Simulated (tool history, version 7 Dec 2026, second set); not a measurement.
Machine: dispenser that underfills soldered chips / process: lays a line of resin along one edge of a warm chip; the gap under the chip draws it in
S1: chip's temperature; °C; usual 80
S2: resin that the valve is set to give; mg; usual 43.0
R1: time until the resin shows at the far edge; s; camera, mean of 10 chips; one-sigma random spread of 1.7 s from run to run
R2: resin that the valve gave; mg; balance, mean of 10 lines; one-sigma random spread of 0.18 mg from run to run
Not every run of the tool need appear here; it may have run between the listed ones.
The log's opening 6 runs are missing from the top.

At hour 45.7: new syringe of resin.
Run 7, hour 51.3: usual settings but S1 69 °C, S2 44.7 mg. Result: R1 382.4 s, R2 40.37 mg.
At hour 59.9: new syringe of resin.
Run 8, hour 59.9: usual settings. Result: R1 172.9 s, R2 38.81 mg.
At hour 61.7: dispensing valve cleaned and set on the balance.
Run 9, hour 73.0: usual settings but S1 71 °C. Result: R1 498.2 s, R2 42.74 mg.
At hour 75.2: new syringe of resin.
Run 10, hour 83.1: usual settings but S1 71 °C. Result: R1 389.1 s, R2 42.88 mg.
At hour 89.6: new syringe of resin.
Run 11, hour 89.8: usual settings. Result: R1 174.2 s, R2 42.54 mg.
Run 12, hour 98.1: usual settings. Result: R1 274.7 s, R2 42.08 mg.
At hour 103.7: new syringe of resin.
Run 13, hour 105.4: usual settings. Result: R1 188.4 s, R2 42.24 mg.
Run 14, hour 113.3: usual settings but S1 86 °C. Result: R1 226.9 s, R2 41.77 mg.
At hour 118.1: new syringe of resin.
Run 15, hour 120.2: usual settings but S1 85 °C. Result: R1 158.8 s, R2 41.71 mg.
At hour 132.1: new syringe of resin.
Run 16, hour 133.2: usual settings but S1 85 °C. Result: R1 151.8 s, R2 41.41 mg.
Run 17, hour 139.3: usual settings but S1 87 °C, S2 41.2 mg. Result: R1 191.2 s, R2 39.26 mg.
At hour 146.2: new syringe of resin.
Run 18, hour 150.3: usual settings but S1 87 °C, S2 44.1 mg. Result: R1 159.5 s, R2 42.10 mg.
Run 19, hour 159.1: usual settings but S1 78 °C. Result: R1 382.0 s, R2 41.04 mg.
At hour 161.5: new syringe of resin.
Run 20, hour 171.4: usual settings but S1 65 °C, S2 46.1 mg. Result: R1 593.1 s, R2 43.90 mg.
At hour 175.8: new syringe of resin.
Run 21, hour 184.8: usual settings but S1 82 °C, S2 41.4 mg. Result: R1 263.6 s, R2 39.00 mg.
At hour 190.9: new syringe of resin.
Run 22, hour 198.1: usual settings but S1 90 °C, S2 38.1 mg. Result: R1 176.9 s, R2 35.67 mg.
At hour 205.0: new syringe of resin.
Run 23, hour 205.1: usual settings but S1 77 °C, S2 47.6 mg. Result: R1 200.6 s, R2 44.30 mg.
Run 24, hour 214.8: usual settings but S1 77 °C, S2 47.6 mg. Result: R1 335.5 s, R2 44.23 mg.
At hour 219.1: new syringe of resin.
Run 25, hour 222.8: usual settings but S1 77 °C, S2 47.6 mg. Result: R1 242.6 s, R2 43.95 mg.
At hour 234.2: new syringe of resin.
Run 26, hour 236.3: usual settings but S1 84 °C, S2 37.3 mg. Result: R1 175.5 s, R2 34.29 mg.
Run 27, hour 245.8: usual settings but S1 91 °C, S2 54.8 mg. Result: R1 200.5 s, R2 50.19 mg.
At hour 248.8: new syringe of resin.
Run 28, hour 252.7: usual settings but S1 91 °C, S2 54.8 mg. Result: R1 136.8 s, R2 50.04 mg.
At hour 263.8: new syringe of resin.
Run 29, hour 264.4: usual settings but S1 76 °C, S2 55.4 mg. Result: R1 211.2 s, R2 50.10 mg.
At hour 267.5: dispensing valve cleaned and set on the balance.
Run 30, hour 272.6: usual settings but S1 73 °C, S2 37.2 mg. Result: R1 375.7 s, R2 37.04 mg.
At hour 279.2: new syringe of resin.
Run 31, hour 281.3: usual settings but S1 73 °C, S2 37.2 mg. Result: R1 278.7 s, R2 36.84 mg.

Branching from run 31: 4 alternative next runs. What would each branch give?
Run A, hour 287.7: usual settings but S1 94 °C, S2 55.3 mg. Result: R1 ?, R2 ?.
Run B, hour 287.7: usual settings but S2 47.3 mg. Result: R1 ?, R2 ?.
Run C, hour 287.7: usual settings but S1 67 °C, S2 44.0 mg. Result: R1 ?, R2 ?.
Run D, hour 287.7: usual settings but S1 69 °C, S2 41.7 mg. Result: R1 ?, R2 ?.

run     R1     R2
  A  154.0  54.62
  B  275.7  46.81
  C  507.5  43.35
  D  467.9  40.84
Take away the tool's hidden state, keep each run's random variation, and the runs would have read:
run     R1     R2
  A   92.5  55.41
  B  164.9  47.50
  C  301.1  43.98
  D  278.0  41.44

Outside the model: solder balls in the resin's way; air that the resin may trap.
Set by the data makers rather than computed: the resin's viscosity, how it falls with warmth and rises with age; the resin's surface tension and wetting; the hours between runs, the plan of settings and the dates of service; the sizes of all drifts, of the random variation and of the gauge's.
